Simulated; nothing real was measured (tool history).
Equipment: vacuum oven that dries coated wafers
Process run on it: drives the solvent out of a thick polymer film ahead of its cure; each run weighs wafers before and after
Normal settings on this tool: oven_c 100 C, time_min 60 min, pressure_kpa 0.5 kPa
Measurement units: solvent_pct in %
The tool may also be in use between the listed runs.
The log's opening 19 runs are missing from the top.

Run 20, hour 843.5: usual settings but oven_c 92 C, time_min 77 min. Result: solvent_pct 7.16 %.
Run 21, hour 881.6: usual settings but oven_c 92 C, time_min 77 min. Result: solvent_pct 7.2 %.
Run 22, hour 929: usual settings but oven_c 107 C, time_min 45 min, pressure_kpa 0.352 kPa. Result: solvent_pct 4.42 %.
Run 23, hour 972.1: usual settings but oven_c 106 C, time_min 68 min, pressure_kpa 1.04 kPa. Result: solvent_pct 2.59 %.
Run 24, hour 1019.9: usual settings but oven_c 106 C, time_min 68 min, pressure_kpa 1.04 kPa. Result: solvent_pct 2.59 %.
Run 25, hour 1056.5: usual settings but oven_c 106 C, time_min 68 min, pressure_kpa 1.04 kPa. Result: solvent_pct 2.57 %.
Run 26, hour 1106.4: usual settings but oven_c 106 C, time_min 68 min, pressure_kpa 1.04 kPa. Result: solvent_pct 2.57 %.
Run 27, hour 1139.1: usual settings but oven_c 106 C, time_min 68 min, pressure_kpa 0.291 kPa. Result: solvent_pct 2.38 %.
Run 28, hour 1179.2: usual settings but oven_c 106 C, time_min 35 min. Result: solvent_pct 6.43 %.
Run 29, hour 1230.6: usual settings but oven_c 115 C, time_min 35 min, pressure_kpa 0.816 kPa. Result: solvent_pct 3.07 %.
Run 30, hour 1254.5: usual settings but time_min 78 min, pressure_kpa 0.718 kPa. Result: solvent_pct 3.71 %.
Run 31, hour 1289.8: usual settings but oven_c 114 C, time_min 33 min. Result: solvent_pct 3.7 %.
Run 32, hour 1317.3: usual settings but oven_c 88 C, time_min 56 min, pressure_kpa 0.496 kPa. Result: solvent_pct 10.98 %.
Run 33, hour 1369.6: usual settings but oven_c 115 C, time_min 62 min, pressure_kpa 1.47 kPa. Result: solvent_pct 0.99 %.
Run 34, hour 1409.2: usual settings but oven_c 88 C, time_min 66 min. Result: solvent_pct 10.02 %.
Run 35, hour 1439.6: usual settings but oven_c 85 C, pressure_kpa 1.586 kPa. Result: solvent_pct 11.86 %.
Run 36, hour 1471.1: usual settings but oven_c 85 C, time_min 31 min, pressure_kpa 0.627 kPa. Result: solvent_pct 14.86 %.

Here are 5 independent what-if runs from the current tool condition. What would each one return?
Run A, hour 1522.1: usual settings but oven_c 85 C, time_min 86 min, pressure_kpa 0.627 kPa. Result: solvent_pct ?.
Run B, hour 1522.1: usual settings but oven_c 103 C, time_min 104 min, pressure_kpa 0.492 kPa. Result: solvent_pct ?.
Run C, hour 1522.1: usual settings but oven_c 112 C, time_min 52 min, pressure_kpa 0.83 kPa. Result: solvent_pct ?.
Run D, hour 1522.1: usual settings but oven_c 90 C, time_min 100 min, pressure_kpa 1.1 kPa. Result: solvent_pct ?.
Run E, hour 1522.1: usual settings but oven_c 85 C, time_min 31 min, pressure_kpa 0.253 kPa. Result: solvent_pct ?.

run  solvent_pct
  A         9.63
  B         1.49
  C         2.05
  D          6.5
  E        14.92
Without the tool's hidden state the same runs would have given:
run  solvent_pct
  A         9.79
  B         1.54
  C         2.15
  D         6.67
  E        15.02
